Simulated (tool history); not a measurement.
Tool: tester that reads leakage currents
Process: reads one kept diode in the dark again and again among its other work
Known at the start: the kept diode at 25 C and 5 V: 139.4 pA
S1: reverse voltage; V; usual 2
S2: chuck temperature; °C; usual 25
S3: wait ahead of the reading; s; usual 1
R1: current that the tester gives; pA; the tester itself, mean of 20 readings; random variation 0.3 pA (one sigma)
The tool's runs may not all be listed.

run	hour	S1	S2	S3	R1
1	0	2	25	1	105.35
2	22.3	2	25	1	104.98
3	46.7	2	25	1	105.35
4	64	2	25	1	104.56
5	77.7	2	25	1	105.54
6	96.8	2	25	1	105.38
7	121.7	2	25	1.4	105.16
8	151.8	2	25	1	106.34
9	181.6	2	25	1	105.63
10	212.8	2	25	1	105.84
11	227.1	2	25	1	106.79
12	256.7	2	25	1	106.47
13	287.6	2	25	1	106.55
14	305	2	25	1	106.48
15	323	6.66	25	1	169.04
16	354.4	6.66	25	1	169.84
17	381.4	2	22	1	82.69
18	413	4.45	22	1	112.91
19	433.4	4.45	22	1	113.27
20	454.6	2	25	1	107.41
21	468.2	2.98	34	3.41	261.37
22	497.6	2.98	21	2.49	88.85
23	530.5	10.35	25	6.16	203.14
24	559.2	10.35	25	6.16	203.52
25	592.1	10.35	25	6.16	203.59
26	619.3	10.35	25	6.16	204.17
27	648.6	10.35	25	6.16	204.55
28	672.3	18.74	39	1	777.72
29	702.1	2	25	0.32	108.2
30	727.3	2	47	6.29	621.79
31	758	2.86	31	2.17	203.62
32	791.4	3.01	24	0.42	117.08
33	805.8	13.85	24	3.43	212.99
34	838	13.85	24	3.43	212.94
35	857.4	13.85	21	9.59	167.91
36	880.6	19.66	37	0.75	684.44
37	912.4	13.11	38	0.75	637.63
38	934.1	19.56	48	3.23	1569.95
39	948.3	19.56	48	3.23	1574.55

Some steps in R1 between neighbouring runs. How much of each would the tool show without its hidden state too (settings, what came in, random variation), and how much is left for the hidden state, with any gauge scatter that isn't in both results?
The hidden state here: stray current of the dirty probe card, pA a volt; current scale over the true one, %; true chuck temperature over the reading, C; drift of the gauge itself on leakage_pa, %.
Run 27 -> 28: S1 10.35 -> 18.74, S2 25 -> 39, S3 6.16 -> 1. R1 +573.17 pA: hidden state +36.65, all else +536.52.
Run 28 -> 29: S1 18.74 -> 2, S2 39 -> 25, S3 1 -> 0.32. R1 -669.52 pA: hidden state -50.36, all else -619.16.
Run 37 -> 38: S1 13.11 -> 19.56, S2 38 -> 48, S3 0.75 -> 3.23. R1 +932.32 pA: hidden state +55.5, all else +876.82.
